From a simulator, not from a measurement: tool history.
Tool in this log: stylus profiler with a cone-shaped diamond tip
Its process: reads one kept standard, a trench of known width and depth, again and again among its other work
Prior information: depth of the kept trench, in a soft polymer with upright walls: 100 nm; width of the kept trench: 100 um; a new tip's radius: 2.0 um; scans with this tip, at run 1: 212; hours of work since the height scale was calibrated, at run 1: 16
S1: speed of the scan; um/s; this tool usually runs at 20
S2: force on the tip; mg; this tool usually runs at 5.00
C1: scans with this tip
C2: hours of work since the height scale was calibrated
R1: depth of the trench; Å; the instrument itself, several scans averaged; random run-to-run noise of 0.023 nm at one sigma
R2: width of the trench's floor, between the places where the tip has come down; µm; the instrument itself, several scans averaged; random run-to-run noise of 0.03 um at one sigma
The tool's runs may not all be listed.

run	hour	S1	S2	C1	C2	R1	R2
1	0.0	20	5.00	212	16	1026.4	98.61
2	41.3	20	5.00	634	49	1026.4	98.53
3	99.3	13	5.00	1228	94	1026.3	98.52
4	126.7	20	5.00	1508	115	1026.0	98.49
5	185.1	20	5.00	2105	161	1025.9	98.40
6	240.2	20	5.00	2669	204	1025.9	98.31
7	277.1	20	1.82	3047	233	1012.4	98.19
8	329.8	20	5.62	3586	275	1027.3	98.16
9	353.7	20	5.62	3830	293	1027.5	98.19
10	395.9	20	5.62	4262	326	1026.7	98.16
11	442.3	20	5.62	4737	363	1027.5	98.07
12	489.4	20	5.00	5219	400	1024.9	97.96
13	524.2	28	5.00	5575	427	1024.7	97.92
14	577.0	20	5.00	6115	468	1024.5	97.91
15	612.8	20	5.00	6482	496	1024.7	97.86
16	657.4	20	5.00	6938	531	1024.0	97.83
17	706.6	20	9.09	7442	570	1037.1	97.77
18	734.0	20	9.09	7722	591	1036.5	97.76
19	779.7	20	6.36	8189	627	1028.5	97.67
20	818.3	20	6.36	8584	657	1028.7	97.74
21	852.0	21	6.51	8930	684	1028.9	97.71
# hour 894.8: new tip fitted, height scale calibrated
22	894.9	20	3.98	2	0	1023.3	98.69
23	944.8	20	3.98	512	39	1022.9	98.57
24	985.0	9	2.14	923	71	1014.7	98.57
25	1040.1	9	2.14	1487	114	1015.0	98.48
26	1083.8	9	6.45	1934	148	1031.1	98.43
27	1127.8	22	12.57	2384	183	1048.5	98.36
28	1163.0	55	4.26	2744	210	1023.8	98.17
29	1203.2	41	4.26	3156	242	1023.1	98.15
30	1250.2	35	5.06	3637	279	1025.8	98.11
31	1297.8	20	2.55	4124	316	1016.1	98.12
32	1352.1	6	6.45	4679	358	1030.0	98.15
33	1405.4	12	11.28	5225	400	1044.1	98.10
34	1433.4	30	6.42	5511	422	1030.0	97.99
35	1458.6	30	6.42	5769	442	1029.6	97.92
36	1508.0	44	5.00	6274	480	1024.6	97.74
37	1566.2	6	2.68	6870	526	1015.7	97.86
38	1608.5	10	4.93	7303	559	1024.3	97.85
39	1655.8	55	11.70	7787	596	1044.6	97.70
40	1696.9	51	13.54	8207	629	1048.6	97.68

Across each entry between runs, compare the hidden state at the last listed run before it with the hidden state at the first listed run after it:
From run 21 to run 22: new tip fitted, height scale calibrated (hour 894.8)
  radius of the tip, um: 6.45 -> 2.02; height scale over the true one, %: -0.271 -> 0.054
  the result without the hidden state subtracted from the measured one, R1: -2.8 -> +0.6 Å; R2: -1.01 -> -0.01 µm
